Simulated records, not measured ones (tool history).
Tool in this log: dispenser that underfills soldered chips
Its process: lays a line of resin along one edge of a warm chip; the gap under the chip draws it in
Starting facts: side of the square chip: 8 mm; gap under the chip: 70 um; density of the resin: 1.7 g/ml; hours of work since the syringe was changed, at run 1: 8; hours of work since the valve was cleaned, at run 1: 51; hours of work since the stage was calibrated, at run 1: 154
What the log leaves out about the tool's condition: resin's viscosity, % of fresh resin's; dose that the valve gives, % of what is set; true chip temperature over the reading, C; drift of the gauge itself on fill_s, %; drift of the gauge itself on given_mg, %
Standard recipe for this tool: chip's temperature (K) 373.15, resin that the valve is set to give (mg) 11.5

run,hour,chip's temperature (K),resin that the valve is set to give (mg),hours of work since the syringe was changed,hours of work since the valve was cleaned,hours of work since the stage was calibrated,time until the resin shows at the far edge (s),resin that the valve gave (mg)
1,0,373.15,11.5,8,51,154,107.4,11.26
2,3.2,373.15,11.5,11,53,156,125.3,11.24
# hour 4.4: new syringe of resin
3,8.4,373.15,11.5,3,57,160,79.2,11.2
4,11.2,373.15,11.5,5,59,162,88.7,11.24
5,15.9,373.15,11.5,9,63,165,110.7,11.2
# hour 20: new syringe of resin
# hour 21: dispensing valve cleaned and set on the balance
6,22.2,374.15,11.5,1,1,169,65.2,11.51
7,26.2,374.15,11.5,4,4,172,78.7,11.53
8,30.7,373.15,13.5,7,7,175,98.5,13.49
9,34.1,380.15,12.9,10,10,178,88.1,12.92
# hour 36.6: new syringe of resin
10,38.5,366.15,11.6,1,13,181,93.1,11.61
11,42.8,366.15,11.6,5,16,184,116.1,11.56
12,46,366.15,11.6,7,18,187,132,11.53
13,50.3,360.15,11.5,10,22,190,210.4,11.44

Consider 4 possible next runs. They are alternatives, not a sequence: every one starts from the tool as it was left by run 13. What does each give?
# hour 52.2: new syringe of resin
A,54.2,367.15,11.5,1,24,193,?,?
# hour 52.2: new syringe of resin
B,54.2,373.15,11.9,1,24,193,?,?
# hour 52.2: new syringe of resin
C,54.2,375.15,11.5,1,24,193,?,?
# hour 52.2: new syringe of resin
D,54.2,382.15,11,1,24,193,?,?

run,time until the resin shows at the far edge (s),resin that the valve gave (mg)
A,89.7,11.4
B,71,11.8
C,64.8,11.42
D,48.9,10.95
With the hidden condition removed and each run's random variation left untouched, the same runs would have given:
run,time until the resin shows at the far edge (s),resin that the valve gave (mg)
A,86.1,11.49
B,68,11.89
C,62,11.5
D,46.7,11.03
